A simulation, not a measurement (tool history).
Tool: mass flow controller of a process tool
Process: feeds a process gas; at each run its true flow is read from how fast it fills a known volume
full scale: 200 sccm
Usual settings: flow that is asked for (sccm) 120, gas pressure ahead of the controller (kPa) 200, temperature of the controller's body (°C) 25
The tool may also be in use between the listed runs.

run	hour	flow that is asked for (sccm)	gas pressure ahead of the controller (kPa)	temperature of the controller's body (°C)	true flow (%)
1	0	120	200	25	104.13
2	398.3	143	200	25	104.31
3	806.5	143	223	25	104.27
4	1295.7	120	200	25	104.87
5	1763.4	120	200	25	105.17
# hour 2221.8: controller exchanged for a calibrated one
6	2243.8	120	200	25	99.58
7	2557.1	120	197	25	99.85
8	3000.5	55	200	25	99.93
9	3473.3	55	200	25	100.32
10	3736.2	55	200	25	100.3
11	3985.2	55	200	25	100.53
12	4385.2	120	200	25	100.66
13	4620.8	120	200	25	100.88
14	4907.1	120	200	25	100.85
15	5193.9	52	200	22	101.57
16	5404.6	21	200	22	103.08
17	5606.8	120	256	25	101.04
18	5848.2	120	256	25	101.12
19	6203.3	120	175	25	101.63
20	6497.9	120	175	25	101.82
21	6850	120	175	25	101.84
22	7120.8	82	200	33	101.43
23	7371.6	23	258	30	103.81
24	7692	23	258	30	104.17
25	7921.1	23	182	37	104.18

Forecast each of these 4 alternatives for the next run:
A	8301.3	120	200	33	?
B	8301.3	39	182	24	?
C	8301.3	48	156	37	?
D	8301.3	26	190	25	?

run	true flow (%)
A	101.81
B	104
C	102.64
D	104.97
Without the tool's hidden state the same runs would have given:
run	true flow (%)
A	99.11
B	99.71
C	98.79
D	99.51
